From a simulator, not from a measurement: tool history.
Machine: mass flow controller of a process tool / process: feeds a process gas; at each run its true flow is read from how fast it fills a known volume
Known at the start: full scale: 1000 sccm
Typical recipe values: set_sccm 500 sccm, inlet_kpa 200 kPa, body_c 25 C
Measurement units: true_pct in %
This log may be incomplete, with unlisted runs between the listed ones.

| run | day | set_sccm | inlet_kpa | body_c | true_pct |
|---|---|---|---|---|---|
| 1 | 0.000 | 500 | 200 | 25 | 99.50 |
| 2 | 2.946 | 500 | 200 | 25 | 99.46 |
| 3 | 6.788 | 500 | 233 | 25 | 99.66 |
| 4 | 11.375 | 500 | 200 | 25 | 99.98 |
| 5 | 13.375 | 500 | 200 | 25 | 99.99 |
| 6 | 15.417 | 500 | 147 | 25 | 99.90 |
| 7 | 17.425 | 500 | 147 | 25 | 99.86 |
| 8 | 20.929 | 500 | 200 | 25 | 100.18 |
| 9 | 24.571 | 500 | 200 | 25 | 100.29 |
| 10 | 27.942 | 500 | 168 | 26 | 100.51 |

Estimate the outcome of run 11 from the log above:
| 11 | 30.296 | 500 | 188 | 37 | ? |

true_pct: 99.51 %
Were there no unlogged condition in the tool, this run, its random variation unchanged, would have produced true_pct 98.34 %.
